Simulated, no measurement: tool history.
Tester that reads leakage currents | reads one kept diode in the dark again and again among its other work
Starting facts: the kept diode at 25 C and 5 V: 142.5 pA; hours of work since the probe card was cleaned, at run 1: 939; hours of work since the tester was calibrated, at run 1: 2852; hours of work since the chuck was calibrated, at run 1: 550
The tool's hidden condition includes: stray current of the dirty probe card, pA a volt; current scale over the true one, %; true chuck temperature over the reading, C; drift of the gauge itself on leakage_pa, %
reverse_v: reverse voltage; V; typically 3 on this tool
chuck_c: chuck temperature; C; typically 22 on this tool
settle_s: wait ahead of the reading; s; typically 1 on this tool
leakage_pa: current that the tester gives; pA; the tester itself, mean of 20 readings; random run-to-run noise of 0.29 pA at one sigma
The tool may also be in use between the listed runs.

run    hour  reverse_v  chuck_c  settle_s  hours of work since the probe card was cleaned  hours of work since the tester was calibrated  hours of work since the chuck was calibrated  leakage_pa
  1       0          3       22         1                                             939                                           2852                                           550       95.22
  2    87.7          3       22         1                                             982                                           2895                                           593       95.73
  3   243.3          3       22         1                                            1058                                           2971                                           669       94.66
  4   334.5          3       22         1                                            1103                                           3016                                           714       95.52
  5   461.5          3       22         1                                            1165                                           3078                                           776       95.18
  6   552.7          3       22         1                                            1209                                           3123                                           820       95.48
  7   692.2          3       22         1                                            1278                                           3191                                           889       95.49
  8   844.1          3       22         1                                            1352                                           3265                                           963       95.37
      873.5  -- chuck's temperature calibrated
  9   953.7          3       22      5.95                                            1404                                           3318                                            39       94.14
 10  1072.1          3       22      5.95                                            1462                                           3375                                            97       94.02
 11  1194.8          3       22      5.95                                            1522                                           3435                                           157       94.17
 12  1356.1          3       21         1                                            1601                                           3514                                           236       87.95
     1377.9  -- probe card cleaned and baked
 13  1567.8          3       22         1                                              93                                           3616                                           338       95.61
 14  1738.5          3       22      9.23                                             176                                           3700                                           421       94.22
 15  1838.8          3       22         1                                             225                                           3749                                           470       94.92
 16  1992.1       1.35       31      3.91                                             300                                           3824                                           545      148.88
 17  2098.8      10.63       22         1                                             352                                           3876                                           597      147.32
 18  2251.1      10.63       22         1                                             427                                           3950                                           672      147.27
 19  2427.4      10.63       22         1                                             513                                           4036                                           758      146.32
 20  2600.7       1.24       22      1.51                                             598                                           4121                                           843       70.68
 21    2710       6.97       27      3.78                                             651                                           4174                                           896      188.28
 22  2800.3       2.58       30         1                                             695                                           4219                                           940      171.81
     2880.8  -- chuck's temperature calibrated
 23  2899.2       17.3       58      5.51                                             743                                           4266                                             9     2444.28
 24  3100.7       17.3       58      5.51                                             841                                           4364                                           107     2435.18
 25  3211.6       2.53       23      1.15                                             895                                           4419                                           162       97.68
 26  3312.3       2.53       23      1.15                                             944                                           4468                                           211       97.74
 27  3524.6      19.82       52      0.67                                            1048                                           4572                                           315     1714.81
 28  3678.8      19.82       52      0.67                                            1124                                           4647                                           390     1713.04
 29  3867.1       6.44       22      0.61                                            1216                                           4739                                           482      124.58
     3893.3  -- tester calibrated
 30  4085.5          3       59         1                                            1321                                             94                                           588     1466.33

Selected run-to-run steps in leakage_pa, each split into two signed amounts: the part the tool would show with no hidden state at all (from settings, incoming material and random variation), and the remainder, which goes to the hidden state together with any gauge scatter not common to the measured and the hidden-state-free results:
Run 22 -> 23: reverse_v 2.58 -> 17.3, chuck_c 30 -> 58, settle_s 1 -> 5.51, chuck's temperature calibrated. leakage_pa +2272.47 pA: hidden state +0.05, all else +2272.42.
Run 24 -> 25: reverse_v 17.3 -> 2.53, chuck_c 58 -> 23, settle_s 5.51 -> 1.15. leakage_pa -2337.5 pA: hidden state -0.27, all else -2337.23.
Run 26 -> 27: reverse_v 2.53 -> 19.82, chuck_c 23 -> 52, settle_s 1.15 -> 0.67. leakage_pa +1617.07 pA: hidden state +0.48, all else +1616.59.
Run 28 -> 29: reverse_v 19.82 -> 6.44, chuck_c 52 -> 22, settle_s 0.67 -> 0.61. leakage_pa -1588.46 pA: hidden state -0.47, all else -1587.99.

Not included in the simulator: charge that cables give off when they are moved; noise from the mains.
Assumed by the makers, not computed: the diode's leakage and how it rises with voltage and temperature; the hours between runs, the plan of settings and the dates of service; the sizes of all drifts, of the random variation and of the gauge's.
